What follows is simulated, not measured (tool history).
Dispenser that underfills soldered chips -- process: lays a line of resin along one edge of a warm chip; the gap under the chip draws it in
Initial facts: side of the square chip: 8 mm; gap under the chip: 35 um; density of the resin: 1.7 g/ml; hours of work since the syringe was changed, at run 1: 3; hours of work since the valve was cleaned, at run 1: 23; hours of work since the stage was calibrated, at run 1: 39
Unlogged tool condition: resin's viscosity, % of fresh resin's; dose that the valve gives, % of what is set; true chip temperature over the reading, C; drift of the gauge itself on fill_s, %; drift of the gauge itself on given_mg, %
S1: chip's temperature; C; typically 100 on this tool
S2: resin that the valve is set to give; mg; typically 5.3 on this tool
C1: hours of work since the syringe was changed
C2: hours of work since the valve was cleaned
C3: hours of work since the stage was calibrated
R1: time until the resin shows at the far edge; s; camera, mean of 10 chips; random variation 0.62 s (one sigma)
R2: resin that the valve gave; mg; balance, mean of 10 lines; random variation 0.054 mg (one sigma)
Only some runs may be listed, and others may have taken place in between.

Run 1, hour 0: usual settings; C1 3; C2 23; C3 39. Result: R1 60.8 s, R2 5.26 mg.
Run 2, hour 4.2: usual settings but S2 4.55 mg; C1 6; C2 26; C3 42. Result: R1 75.4 s, R2 4.48 mg.
At hour 4.8: new syringe of resin.
Run 3, hour 8.3: usual settings but S2 4.55 mg; C1 2; C2 29; C3 45. Result: R1 64.2 s, R2 4.4 mg.
At hour 14.2: new syringe of resin.
Run 4, hour 14.2: usual settings but S2 6.67 mg; C1 0; C2 32; C3 49. Result: R1 51.3 s, R2 6.35 mg.
Run 5, hour 19: usual settings; C1 3; C2 36; C3 52. Result: R1 63.6 s, R2 5.09 mg.
At hour 23.4: new syringe of resin.
Run 6, hour 23.4: usual settings; C1 0; C2 39; C3 55. Result: R1 54.3 s, R2 5.16 mg.
Run 7, hour 29.6: usual settings but S1 101 C, S2 4.9 mg; C1 4; C2 43; C3 59. Result: R1 66 s, R2 4.76 mg.
At hour 32.6: new syringe of resin.
Run 8, hour 35.7: usual settings but S1 111 C, S2 6.5 mg; C1 2; C2 47; C3 63. Result: R1 39.4 s, R2 6.15 mg.
Run 9, hour 40.2: usual settings but S1 108 C, S2 6.2 mg; C1 5; C2 50; C3 66. Result: R1 51.8 s, R2 5.95 mg.
At hour 41.7: new syringe of resin.
Run 10, hour 45.6: usual settings but S1 108 C, S2 6.2 mg; C1 3; C2 53; C3 69. Result: R1 46 s, R2 5.86 mg.
Run 11, hour 49.6: usual settings but S1 88 C, S2 6.77 mg; C1 5; C2 56; C3 72. Result: R1 106.8 s, R2 6.39 mg.
At hour 50.7: new syringe of resin.
Run 12, hour 52.5: usual settings but S1 94 C, S2 6.67 mg; C1 1; C2 58; C3 74. Result: R1 69.8 s, R2 6.23 mg.

Hidden condition of the tool, last listed run before each entry between runs versus first listed run after:
Runs 2 to 3: new syringe of resin (hour 4.8)
  resin's viscosity, % of fresh resin's: 132.7 -> 111.9; dose that the valve gives, % of what is set: 97.59 -> 97.35; true chip temperature over the reading, C: 0.22 -> 0.23
  measured value less the no-hidden-state value, R1: +18.8 -> +7 s; R2: -0.11 -> -0.12 mg
Runs 3 to 4: new syringe of resin (hour 14.2)
  resin's viscosity, % of fresh resin's: 111.9 -> 100; dose that the valve gives, % of what is set: 97.35 -> 97.01; true chip temperature over the reading, C: 0.23 -> 0.25
  measured value less the no-hidden-state value, R1: +7 -> -0.3 s; R2: -0.12 -> -0.2 mg
Runs 5 to 6: new syringe of resin (hour 23.4)
  resin's viscosity, % of fresh resin's: 118.1 -> 100; dose that the valve gives, % of what is set: 96.69 -> 96.44; true chip temperature over the reading, C: 0.27 -> 0.28
  measured value less the no-hidden-state value, R1: +9.7 -> -0.1 s; R2: -0.17 -> -0.19 mg
Runs 7 to 8: new syringe of resin (hour 32.6)
  resin's viscosity, % of fresh resin's: 124.6 -> 111.6; dose that the valve gives, % of what is set: 96.01 -> 95.64; true chip temperature over the reading, C: 0.3 -> 0.32
  measured value less the no-hidden-state value, R1: +13.2 -> +3.9 s; R2: -0.2 -> -0.29 mg
Runs 9 to 10: new syringe of resin (hour 41.7)
  resin's viscosity, % of fresh resin's: 130.3 -> 115; dose that the valve gives, % of what is set: 95.32 -> 94.98; true chip temperature over the reading, C: 0.34 -> 0.35
  measured value less the no-hidden-state value, R1: +11.8 -> +5.7 s; R2: -0.29 -> -0.31 mg
Runs 11 to 12: new syringe of resin (hour 50.7)
  resin's viscosity, % of fresh resin's: 132.2 -> 106.7; dose that the valve gives, % of what is set: 94.72 -> 94.54; true chip temperature over the reading, C: 0.37 -> 0.38
  measured value less the no-hidden-state value, R1: +25.2 -> +3.7 s; R2: -0.36 -> -0.36 mg
